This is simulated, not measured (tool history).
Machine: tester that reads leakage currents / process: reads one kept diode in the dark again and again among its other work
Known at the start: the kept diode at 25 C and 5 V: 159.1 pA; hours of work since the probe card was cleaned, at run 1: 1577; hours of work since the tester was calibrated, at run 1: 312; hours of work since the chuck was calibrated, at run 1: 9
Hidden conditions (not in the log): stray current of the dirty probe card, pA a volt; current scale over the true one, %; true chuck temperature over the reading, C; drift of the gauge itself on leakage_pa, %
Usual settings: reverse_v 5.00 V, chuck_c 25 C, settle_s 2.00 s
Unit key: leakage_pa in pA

| run | hour | reverse_v | chuck_c | settle_s | hours of work since the probe card was cleaned | hours of work since the tester was calibrated | hours of work since the chuck was calibrated | leakage_pa |
|---|---|---|---|---|---|---|---|---|
| 1 | 0.0 | 5.00 | 25 | 2.00 | 1577 | 312 | 9 | 165.66 |
| 2 | 33.5 | 5.00 | 54 | 2.00 | 1592 | 327 | 24 | 1164.07 |
| 3 | 59.2 | 5.00 | 53 | 2.00 | 1604 | 339 | 36 | 1102.34 |
| 4 | 85.7 | 5.00 | 53 | 2.00 | 1616 | 351 | 48 | 1101.66 |
| 5 | 100.8 | 5.00 | 53 | 2.00 | 1623 | 358 | 55 | 1108.87 |
| 6 | 123.1 | 5.00 | 53 | 4.27 | 1633 | 368 | 65 | 1104.74 |
| 7 | 144.2 | 5.00 | 53 | 4.27 | 1643 | 378 | 75 | 1101.23 |
|  | 147.7 | chuck's temperature calibrated |
| 8 | 176.5 | 5.00 | 53 | 4.27 | 1657 | 392 | 13 | 1106.03 |
| 9 | 200.0 | 5.00 | 53 | 4.27 | 1668 | 402 | 24 | 1105.08 |
|  | 227.7 | chuck's temperature calibrated, once more |
| 10 | 230.2 | 18.62 | 21 | 1.55 | 1681 | 415 | 1 | 238.14 |
| 11 | 246.6 | 18.62 | 21 | 1.55 | 1688 | 423 | 9 | 238.18 |
| 12 | 263.5 | 18.62 | 21 | 1.55 | 1696 | 431 | 16 | 237.61 |
| 13 | 286.0 | 18.62 | 35 | 4.68 | 1706 | 441 | 27 | 630.23 |
| 14 | 306.0 | 1.10 | 35 | 0.56 | 1715 | 450 | 36 | 166.10 |
| 15 | 329.5 | 17.89 | 33 | 4.14 | 1726 | 461 | 47 | 541.10 |
| 16 | 351.4 | 17.89 | 33 | 4.14 | 1736 | 471 | 57 | 540.73 |

Alternative continuations, all from the tool just after run 16; predict every row:
| A | 382.9 | 17.89 | 41 | 1.00 | 1750 | 485 | 71 | ? |
| B | 382.9 | 19.72 | 27 | 1.04 | 1750 | 485 | 71 | ? |
| C | 382.9 | 3.96 | 38 | 2.00 | 1750 | 485 | 71 | ? |

| run | leakage_pa |
|---|---|
| A | 927.78 |
| B | 375.80 |
| C | 372.45 |
With the hidden condition removed and each run's random variation left untouched, the same runs would have given:
| run | leakage_pa |
|---|---|
| A | 901.19 |
| B | 351.16 |
| C | 365.18 |

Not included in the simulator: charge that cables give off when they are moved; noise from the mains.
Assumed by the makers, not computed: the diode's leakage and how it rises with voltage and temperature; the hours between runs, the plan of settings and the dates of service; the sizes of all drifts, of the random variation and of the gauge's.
